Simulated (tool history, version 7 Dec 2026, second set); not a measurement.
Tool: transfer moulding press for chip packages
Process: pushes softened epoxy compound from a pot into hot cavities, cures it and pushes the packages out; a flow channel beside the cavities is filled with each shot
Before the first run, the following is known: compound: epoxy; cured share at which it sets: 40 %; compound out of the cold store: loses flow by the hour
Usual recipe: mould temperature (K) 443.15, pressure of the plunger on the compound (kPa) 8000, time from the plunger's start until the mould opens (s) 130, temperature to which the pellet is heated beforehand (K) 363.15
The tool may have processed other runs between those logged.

| run | day | mould temperature (K) | pressure of the plunger on the compound (kPa) | time from the plunger's start until the mould opens (s) | temperature to which the pellet is heated beforehand (K) | incoming compound's hours out of the cold store | length that the compound runs in the flow channel (mm) | greatest force on the pins that push the packages out (N) |
|---|---|---|---|---|---|---|---|---|
| 1 | 0 | 443.15 | 8000 | 130 | 363.15 | 17.6 | 648 | 446 |
| 2 | 0.658 | 443.15 | 8000 | 130 | 363.15 | 35.5 | 606 | 444 |
| 3 | 1.412 | 443.15 | 8000 | 130 | 363.15 | 45.4 | 584 | 439 |
| 4 | 2.333 | 443.15 | 8000 | 130 | 363.15 | 38.5 | 598 | 443 |
| 5 | 2.875 | 443.15 | 9630 | 130 | 363.15 | 9.8 | 733 | 454 |
| 6 | 3.446 | 443.15 | 9630 | 130 | 363.15 | 30.3 | 677 | 454 |
| 7 | 4.321 | 443.15 | 8000 | 130 | 363.15 | 17.4 | 646 | 441 |
| 8 | 5.225 | 443.15 | 8000 | 130 | 363.15 | 22.3 | 635 | 454 |
| 9 | 5.696 | 443.15 | 8000 | 130 | 363.15 | 21.9 | 638 | 448 |
| 10 | 6.325 | 443.15 | 8000 | 130 | 363.15 | 28 | 622 | 448 |
| 11 | 6.983 | 443.15 | 8000 | 130 | 363.15 | 40.7 | 594 | 441 |
| 12 | 7.904 | 441.15 | 8000 | 130 | 363.15 | 21.9 | 643 | 466 |
| 13 | 8.296 | 443.15 | 8000 | 130 | 363.15 | 10.9 | 666 | 456 |
| 14 | 9.225 | 443.15 | 8000 | 130 | 363.15 | 37.8 | 600 | 422 |
| 15 | 10.042 | 436.15 | 6860 | 122 | 363.15 | 13 | 632 | 650 |
| 16 | 10.8 | 445.15 | 8000 | 130 | 359.15 | 34.6 | 601 | 430 |
| 17 | 11.338 | 445.15 | 7960 | 146 | 367.15 | 35.8 | 596 | 428 |
| 18 | 12.05 | 445.15 | 8350 | 146 | 369.15 | 23.9 | 639 | 410 |
| 19 | 12.892 | 439.15 | 8000 | 119 | 371.15 | 32.9 | 623 | 533 |
| 20 | 13.317 | 439.15 | 8000 | 119 | 371.15 | 31.5 | 626 | 543 |
| 21 | 14.042 | 439.15 | 8000 | 119 | 371.15 | 10.7 | 676 | 566 |
| 22 | 14.921 | 439.15 | 8000 | 119 | 371.15 | 43.1 | 599 | 534 |
| 23 | 15.679 | 446.15 | 8300 | 167 | 361.15 | 37.5 | 604 | 407 |
| 24 | 16.462 | 446.15 | 8300 | 167 | 361.15 | 45 | 588 | 422 |
| 25 | 17.108 | 447.15 | 7190 | 127 | 361.15 | 19.8 | 599 | 415 |
| 26 | 17.608 | 447.15 | 7190 | 127 | 361.15 | 26.6 | 583 | 448 |
| 27 | 18.4 | 435.15 | 6140 | 157 | 373.15 | 44.4 | 532 | 467 |
| 28 | 19.158 | 443.15 | 8080 | 112 | 354.15 | 47.7 | 581 | 496 |

Put back what was entered between runs (5 entries, withheld): which listed runs does each sit between, and how does the hidden state differ from the listed run before to the listed run after?
Run 6 -> run 7: cavities cleaned with cleaning compound and waxed (day 3.588)
  true mould temperature over the reading, C: -0.01 -> -0.02; pressure that reaches the compound, % of what is set: 99.83 -> 99.82; grip of the stained cavities, % over clean ones': 1.6 -> 0.4
Run 11 -> run 12: cavities cleaned with cleaning compound and waxed (day 7.617)
  pressure that reaches the compound, % of what is set: 99.79 -> 99.78; grip of the stained cavities, % over clean ones': 1.5 -> 0.2
Run 13 -> run 14: plunger's sealing rings changed (day 9.038)
  pressure that reaches the compound, % of what is set: 99.77 -> 99.98; grip of the stained cavities, % over clean ones': 0.4 -> 0.8
Run 17 -> run 18: cavities cleaned with cleaning compound and waxed (day 11.738)
  pressure that reaches the compound, % of what is set: 99.96 -> 99.95; grip of the stained cavities, % over clean ones': 1.6 -> 0.2
Run 23 -> run 24: cavities cleaned with cleaning compound and waxed (day 15.812)
  grip of the stained cavities, % over clean ones': 1.7 -> 0.5
